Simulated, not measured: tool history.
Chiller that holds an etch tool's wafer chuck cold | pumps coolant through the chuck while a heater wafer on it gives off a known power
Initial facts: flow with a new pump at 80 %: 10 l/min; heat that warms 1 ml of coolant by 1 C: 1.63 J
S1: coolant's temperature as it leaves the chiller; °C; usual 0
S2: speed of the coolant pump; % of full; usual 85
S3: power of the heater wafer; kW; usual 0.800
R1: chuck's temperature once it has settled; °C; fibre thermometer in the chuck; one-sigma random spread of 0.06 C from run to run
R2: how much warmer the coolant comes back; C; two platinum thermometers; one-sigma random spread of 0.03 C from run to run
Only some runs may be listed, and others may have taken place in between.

Run 1, hour 0.0: usual settings. Result: R1 5.24 °C, R2 2.75 C.
Run 2, hour 24.4: usual settings. Result: R1 5.24 °C, R2 2.75 C.
Run 3, hour 41.5: usual settings but S2 88 % of full. Result: R1 5.09 °C, R2 2.62 C.
Run 4, hour 63.2: usual settings but S2 92 % of full. Result: R1 4.93 °C, R2 2.42 C.
Run 5, hour 85.9: usual settings but S2 92 % of full. Result: R1 4.96 °C, R2 2.50 C.
Run 6, hour 105.7: usual settings but S2 92 % of full. Result: R1 4.85 °C, R2 2.53 C.
Run 7, hour 141.7: usual settings but S2 92 % of full. Result: R1 4.85 °C, R2 2.52 C.
Run 8, hour 175.4: usual settings but S1 -8 °C. Result: R1 -2.73 °C, R2 2.75 C.
Run 9, hour 208.9: usual settings but S2 61 % of full. Result: R1 6.76 °C, R2 4.07 C.

Run 10, settings as shown, results not yet in. Your forecast:
Run 10, hour 227.7: usual settings but S1 2 °C, S2 96 % of full, S3 1.155 kW. Result: R1 ?, R2 ?.

R1: 8.87 °C
R2: 3.45 C
Were there no unlogged condition in the tool, this run, its random variation unchanged, would have produced R1 8.76 °C, R2 3.45 C.
